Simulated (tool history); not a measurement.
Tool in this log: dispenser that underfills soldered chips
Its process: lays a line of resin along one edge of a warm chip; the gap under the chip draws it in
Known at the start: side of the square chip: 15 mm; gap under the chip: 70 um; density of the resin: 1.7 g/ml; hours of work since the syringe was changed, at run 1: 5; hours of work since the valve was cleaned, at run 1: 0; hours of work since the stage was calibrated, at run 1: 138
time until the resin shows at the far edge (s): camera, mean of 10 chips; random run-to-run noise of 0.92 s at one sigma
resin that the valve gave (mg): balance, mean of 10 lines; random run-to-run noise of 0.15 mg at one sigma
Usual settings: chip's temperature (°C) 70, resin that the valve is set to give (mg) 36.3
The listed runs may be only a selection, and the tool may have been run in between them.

run  hour  chip's temperature (°C)  resin that the valve is set to give (mg)  hours of work since the syringe was changed  hours of work since the valve was cleaned  hours of work since the stage was calibrated  time until the resin shows at the far edge (s)  resin that the valve gave (mg)
  1     0                       70                                      36.3                                            5                                          0                                           138                                           101.9                           36.25
      4.5  -- new syringe of resin
  2   4.9                       70                                      37.1                                            0                                          4                                           141                                            83.3                           36.75
  3  10.4                       70                                      37.1                                            5                                          8                                           146                                           100.5                           37.02
  4  13.5                       70                                      36.3                                            7                                         10                                           148                                           113.7                            36.1
     15.4  -- new syringe of resin
  5  17.3                       70                                      36.3                                            1                                         13                                           151                                            86.5                           35.97
  6  22.8                       70                                      36.3                                            6                                         18                                           155                                           105.2                           35.59
     26.7  -- new syringe of resin
  7    28                       70                                      34.9                                            1                                         21                                           159                                              87                           34.26
  8  32.3                       70                                      34.9                                            4                                         25                                           162                                           102.3                           34.04
  9  36.2                       72                                      36.3                                            8                                         28                                           166                                           101.5                           35.37
     37.7  -- new syringe of resin
 10  40.3                       72                                      36.3                                            2                                         31                                           169                                            84.1                           35.31
 11    43                       70                                      36.3                                            4                                         33                                           171                                           102.2                           35.08
 12  46.1                       70                                      36.3                                            7                                         36                                           173                                           111.2                           35.22
     48.5  -- new syringe of resin
 13  51.3                       59                                      32.1                                            2                                         40                                           177                                           165.1                           31.15
 14    54                       73                                      38.3                                            4                                         42                                           179                                            85.8                           36.91
 15  56.4                       74                                        39                                            6                                         44                                           181                                            88.8                           37.75

The next listed run, before its measurement:
     59.3  -- new syringe of resin
 16    62                       58                                      33.8                                            2                                         48                                           185                                               ?                               ?

{"run 16": {"time until the resin shows at the far edge (s)": 168, "resin that the valve gave (mg)": 32.38}}
Were there no unlogged condition in the tool, this run, its random variation unchanged, would have produced time until the resin shows at the far edge (s) 162.9, resin that the valve gave (mg) 33.77.
